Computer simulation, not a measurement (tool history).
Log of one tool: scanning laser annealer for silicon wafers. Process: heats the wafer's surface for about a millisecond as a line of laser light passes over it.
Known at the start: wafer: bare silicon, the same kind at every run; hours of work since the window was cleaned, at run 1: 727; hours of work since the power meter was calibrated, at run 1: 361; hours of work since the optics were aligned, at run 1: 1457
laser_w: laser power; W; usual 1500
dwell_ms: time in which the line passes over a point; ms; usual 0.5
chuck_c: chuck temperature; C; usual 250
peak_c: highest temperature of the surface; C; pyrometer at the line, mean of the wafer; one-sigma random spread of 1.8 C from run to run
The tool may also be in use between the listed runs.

run,hour,laser_w,dwell_ms,chuck_c,hours of work since the window was cleaned,hours of work since the power meter was calibrated,hours of work since the optics were aligned,peak_c
1,0,1500,0.5,250,727,361,1457,1018
2,25.2,1500,0.5,231,739,373,1469,996
3,50.9,1500,0.5,250,751,386,1481,1011
4,67.4,1500,0.5,250,759,393,1489,1015
# hour 79.3: window over the wafer cleaned
5,85.9,1517,0.5,250,3,401,1497,1045
6,109.3,1517,0.5,250,14,413,1508,1041
7,131.9,1500,0.5,250,25,423,1519,1033
8,157.1,1500,0.5,236,37,435,1531,1022
9,173.7,1500,0.5,236,45,443,1539,1020
10,194.5,1500,0.5,236,55,453,1549,1020
11,222.8,1500,0.5,236,68,467,1562,1018
12,260.7,1500,0.5,231,87,485,1581,1012
13,294.3,1500,0.5,231,103,501,1597,1012
14,328.2,1500,0.5,231,119,517,1613,1010
15,366.8,1624,0.437,258,137,535,1631,1050
16,391.9,1583,0.529,248,149,547,1643,1091
17,411,1500,0.456,238,158,557,1652,985
18,437.5,1500,0.456,238,171,569,1665,984
19,465.8,1394,0.456,274,185,583,1679,967
20,499.6,1394,0.456,274,201,599,1695,966
21,518.3,1394,0.456,274,210,608,1704,967
22,538.2,1477,0.5,258,219,617,1713,1023
23,559.2,1420,0.484,250,229,627,1723,975
24,598,1500,0.511,246,248,646,1742,1028
25,622.1,1500,0.487,286,259,657,1753,1053
26,641.5,1500,0.381,250,268,667,1762,930
27,675.1,1588,0.442,250,284,683,1778,1020

Below are 3 alternative next runs, each starting from the tool's condition after run 27. Predict each:
A,700.7,1536,0.544,229,297,695,1791,?
B,700.7,1588,0.401,253,297,695,1791,?
C,700.7,1500,0.436,250,297,695,1791,?

run,peak_c
A,1054
B,991
C,977
Stripped of hidden state, with their random variation kept, the same runs would have yielded:
run,peak_c
A,1080
B,1014
C,999
